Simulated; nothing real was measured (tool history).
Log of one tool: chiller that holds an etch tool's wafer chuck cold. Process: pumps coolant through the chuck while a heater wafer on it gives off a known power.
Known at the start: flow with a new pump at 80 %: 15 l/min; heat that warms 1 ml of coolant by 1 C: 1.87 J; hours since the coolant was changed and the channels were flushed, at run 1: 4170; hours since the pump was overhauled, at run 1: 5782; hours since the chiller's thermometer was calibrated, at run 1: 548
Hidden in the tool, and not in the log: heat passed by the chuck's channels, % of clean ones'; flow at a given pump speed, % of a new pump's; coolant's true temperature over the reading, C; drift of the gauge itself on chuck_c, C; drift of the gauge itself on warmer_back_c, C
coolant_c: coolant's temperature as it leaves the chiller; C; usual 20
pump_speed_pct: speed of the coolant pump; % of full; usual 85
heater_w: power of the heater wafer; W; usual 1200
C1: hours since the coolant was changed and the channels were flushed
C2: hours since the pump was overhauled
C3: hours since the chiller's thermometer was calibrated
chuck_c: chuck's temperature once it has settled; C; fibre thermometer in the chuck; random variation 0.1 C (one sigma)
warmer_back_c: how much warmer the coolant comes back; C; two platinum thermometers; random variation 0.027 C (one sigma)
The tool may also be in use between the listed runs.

run 1 hour=0.0 | coolant_c=20 pump_speed_pct=85 heater_w=1200 | C1=4170 C2=5782 C3=548 | chuck_c=32.5 warmer_back_c=2.47
run 2 hour=64.0 | coolant_c=20 pump_speed_pct=85 heater_w=1200 | C1=4235 C2=5846 C3=612 | chuck_c=32.5 warmer_back_c=2.40
run 3 hour=132.5 | coolant_c=20 pump_speed_pct=85 heater_w=1200 | C1=4303 C2=5914 C3=680 | chuck_c=32.4 warmer_back_c=2.34
run 4 hour=267.0 | coolant_c=20 pump_speed_pct=85 heater_w=1200 | C1=4437 C2=6049 C3=815 | chuck_c=32.4 warmer_back_c=2.43
run 5 hour=411.9 | coolant_c=20 pump_speed_pct=85 heater_w=1200 | C1=4582 C2=6194 C3=960 | chuck_c=32.5 warmer_back_c=2.45
run 6 hour=510.0 | coolant_c=12 pump_speed_pct=85 heater_w=1200 | C1=4680 C2=6292 C3=1058 | chuck_c=24.4 warmer_back_c=2.50
run 7 hour=578.2 | coolant_c=20 pump_speed_pct=90 heater_w=1200 | C1=4749 C2=6360 C3=1126 | chuck_c=32.1 warmer_back_c=2.37
run 8 hour=641.5 | coolant_c=15 pump_speed_pct=85 heater_w=1200 | C1=4812 C2=6423 C3=1189 | chuck_c=27.6 warmer_back_c=2.57
run 9 hour=750.5 | coolant_c=15 pump_speed_pct=85 heater_w=1200 | C1=4921 C2=6532 C3=1298 | chuck_c=27.4 warmer_back_c=2.49
run 10 hour=819.2 | coolant_c=20 pump_speed_pct=85 heater_w=912 | C1=4990 C2=6601 C3=1367 | chuck_c=29.5 warmer_back_c=1.91
run 11 hour=933.9 | coolant_c=14 pump_speed_pct=85 heater_w=912 | C1=5104 C2=6716 C3=1482 | chuck_c=23.4 warmer_back_c=1.92
run 12 hour=1082.9 | coolant_c=14 pump_speed_pct=85 heater_w=912 | C1=5253 C2=6865 C3=1631 | chuck_c=23.5 warmer_back_c=1.94
run 13 hour=1146.9 | coolant_c=14 pump_speed_pct=85 heater_w=912 | C1=5317 C2=6929 C3=1695 | chuck_c=23.4 warmer_back_c=2.01
run 14 hour=1220.8 | coolant_c=14 pump_speed_pct=85 heater_w=912 | C1=5391 C2=7003 C3=1769 | chuck_c=23.6 warmer_back_c=1.98
run 15 hour=1313.1 | coolant_c=20 pump_speed_pct=85 heater_w=1200 | C1=5484 C2=7095 C3=1861 | chuck_c=32.6 warmer_back_c=2.53
run 16 hour=1467.1 | coolant_c=20 pump_speed_pct=85 heater_w=715 | C1=5638 C2=7249 C3=2015 | chuck_c=27.5 warmer_back_c=1.60
run 17 hour=1569.4 | coolant_c=20 pump_speed_pct=85 heater_w=1775 | C1=5740 C2=7351 C3=2117 | chuck_c=38.5 warmer_back_c=3.74
run 18 hour=1693.6 | coolant_c=20 pump_speed_pct=85 heater_w=1775 | C1=5864 C2=7476 C3=2241 | chuck_c=38.5 warmer_back_c=3.73
run 19 hour=1764.8 | coolant_c=20 pump_speed_pct=78 heater_w=1216 | C1=5935 C2=7547 C3=2312 | chuck_c=33.4 warmer_back_c=2.81
run 20 hour=1908.9 | coolant_c=17 pump_speed_pct=63 heater_w=1216 | C1=6079 C2=7691 C3=2457 | chuck_c=32.5 warmer_back_c=3.53
run 21 hour=2006.3 | coolant_c=20 pump_speed_pct=70 heater_w=1217 | C1=6177 C2=7788 C3=2554 | chuck_c=34.2 warmer_back_c=3.19
run 22 hour=2101.0 | coolant_c=20 pump_speed_pct=70 heater_w=896 | C1=6271 C2=7883 C3=2649 | chuck_c=30.6 warmer_back_c=2.42
run 23 hour=2192.4 | coolant_c=20 pump_speed_pct=67 heater_w=1682 | C1=6363 C2=7974 C3=2740 | chuck_c=40.6 warmer_back_c=4.54
run 24 hour=2262.3 | coolant_c=24 pump_speed_pct=99 heater_w=771 | C1=6433 C2=8044 C3=2810 | chuck_c=31.3 warmer_back_c=1.61
run 25 hour=2378.7 | coolant_c=20 pump_speed_pct=85 heater_w=621 | C1=6549 C2=8161 C3=2926 | chuck_c=26.4 warmer_back_c=1.47
-- hour=2460.2 chiller's thermometer calibrated
run 26 hour=2522.6 | coolant_c=20 pump_speed_pct=85 heater_w=621 | C1=6692 C2=8304 C3=62 | chuck_c=26.4 warmer_back_c=1.50
run 27 hour=2606.9 | coolant_c=26 pump_speed_pct=65 heater_w=1145 | C1=6776 C2=8388 C3=147 | chuck_c=40.1 warmer_back_c=3.27
run 28 hour=2733.8 | coolant_c=26 pump_speed_pct=96 heater_w=1145 | C1=6903 C2=8515 C3=274 | chuck_c=36.9 warmer_back_c=2.28
run 29 hour=2856.0 | coolant_c=26 pump_speed_pct=83 heater_w=1145 | C1=7025 C2=8637 C3=396 | chuck_c=38.1 warmer_back_c=2.67
run 30 hour=2938.9 | coolant_c=28 pump_speed_pct=91 heater_w=1145 | C1=7108 C2=8720 C3=479 | chuck_c=39.3 warmer_back_c=2.48
run 31 hour=3002.9 | coolant_c=20 pump_speed_pct=80 heater_w=657 | C1=7172 C2=8784 C3=543 | chuck_c=27.0 warmer_back_c=1.70
run 32 hour=3067.1 | coolant_c=26 pump_speed_pct=72 heater_w=1441 | C1=7237 C2=8848 C3=607 | chuck_c=42.9 warmer_back_c=3.75

The same runs without the tool's hidden state, with the same run-to-run variation:
run=1 warmer_back_c=2.47
run=2 warmer_back_c=2.39
run=3 warmer_back_c=2.33
run=4 warmer_back_c=2.40
run=5 warmer_back_c=2.40
run=6 warmer_back_c=2.45
run=7 warmer_back_c=2.30
run=8 warmer_back_c=2.50
run=9 warmer_back_c=2.41
run=10 warmer_back_c=1.82
run=11 warmer_back_c=1.82
run=12 warmer_back_c=1.82
run=13 warmer_back_c=1.89
run=14 warmer_back_c=1.84
run=15 warmer_back_c=2.39
run=16 warmer_back_c=1.44
run=17 warmer_back_c=3.57
run=18 warmer_back_c=3.54
run=19 warmer_back_c=2.62
run=20 warmer_back_c=3.33
run=21 warmer_back_c=2.97
run=22 warmer_back_c=2.20
run=23 warmer_back_c=4.30
run=24 warmer_back_c=1.36
run=25 warmer_back_c=1.21
run=26 warmer_back_c=1.22
run=27 warmer_back_c=2.99
run=28 warmer_back_c=1.98
run=29 warmer_back_c=2.36
run=30 warmer_back_c=2.16
run=31 warmer_back_c=1.37
run=32 warmer_back_c=3.42
chuck_c: within 0.1 C of the measured result in every run.

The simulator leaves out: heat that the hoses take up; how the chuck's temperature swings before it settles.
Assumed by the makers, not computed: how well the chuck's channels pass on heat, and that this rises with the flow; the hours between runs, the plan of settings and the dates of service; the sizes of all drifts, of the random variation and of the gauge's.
